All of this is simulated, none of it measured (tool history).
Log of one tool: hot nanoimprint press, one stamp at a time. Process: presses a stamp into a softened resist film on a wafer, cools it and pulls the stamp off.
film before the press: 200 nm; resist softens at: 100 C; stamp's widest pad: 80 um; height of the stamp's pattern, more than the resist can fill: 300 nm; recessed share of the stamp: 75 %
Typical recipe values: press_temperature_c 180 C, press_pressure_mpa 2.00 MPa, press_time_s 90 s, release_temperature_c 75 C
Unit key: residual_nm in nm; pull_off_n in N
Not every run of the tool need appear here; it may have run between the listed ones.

run,hour,press_temperature_c,press_pressure_mpa,press_time_s,release_temperature_c,residual_nm,pull_off_n
1,0.0,180,2.00,90,75,86.6,129
2,10.8,170,2.00,90,75,132.6,128
3,20.4,170,2.00,90,75,132.5,129
4,34.9,180,1.54,90,75,99.2,129
5,41.6,180,2.00,90,75,86.9,128
6,53.0,180,2.00,90,75,86.2,128
7,60.2,180,2.00,90,75,86.6,128
8,75.2,180,2.00,90,75,87.2,128
9,85.9,180,2.00,138,75,73.9,127
10,98.3,180,2.00,48,75,107.2,129
11,107.6,175,2.00,48,75,129.7,127
12,119.8,175,2.00,48,75,129.8,127
13,129.6,172,2.00,90,75,122.7,128
14,137.3,172,2.00,90,75,122.7,127
15,149.3,172,2.00,109,75,115.7,130
16,163.5,172,2.44,109,75,106.1,128
17,177.4,172,2.44,109,75,105.7,127
18,191.3,172,2.44,109,75,105.5,130
19,204.8,180,2.00,45,75,109.4,132
20,212.1,187,2.00,90,78,63.3,124
21,224.0,170,2.86,76,80,120.6,123

Run 22 comes next. What will it give?
22,230.8,180,2.00,90,70,?,?

Run 22 produced residual_nm 86.3 nm, pull_off_n 136 N.
With the hidden condition absent and the run-to-run variation left alone, this run would have shown residual_nm 86.4 nm, pull_off_n 136 N.
